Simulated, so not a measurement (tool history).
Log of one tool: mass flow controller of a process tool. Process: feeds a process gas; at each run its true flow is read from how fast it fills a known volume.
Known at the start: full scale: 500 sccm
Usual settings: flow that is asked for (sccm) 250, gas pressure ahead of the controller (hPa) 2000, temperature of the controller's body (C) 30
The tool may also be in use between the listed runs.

run,hour,flow that is asked for (sccm),gas pressure ahead of the controller (hPa),temperature of the controller's body (C),true flow (%)
1,0,250,2000,30,99.14
2,320.7,250,2000,30,99.21
3,546.5,250,2000,40,99.77
4,894.4,250,2000,40,99.73
5,1248.4,250,2000,25,98.95
6,1508.3,250,2000,25,98.9
# hour 1771.1: controller's zero set anew
7,1887.2,250,2000,25,98.63
8,2324.2,250,2000,25,98.58
9,2668.8,364,2000,30,100.18
10,2982.3,250,1720,30,99.34

The next listed run, before its measurement:
11,3424.3,250,1720,30,?

Run 11 gave true flow (%) 99.08.
Without the tool's hidden state the same run would have given true flow (%) 98.65.
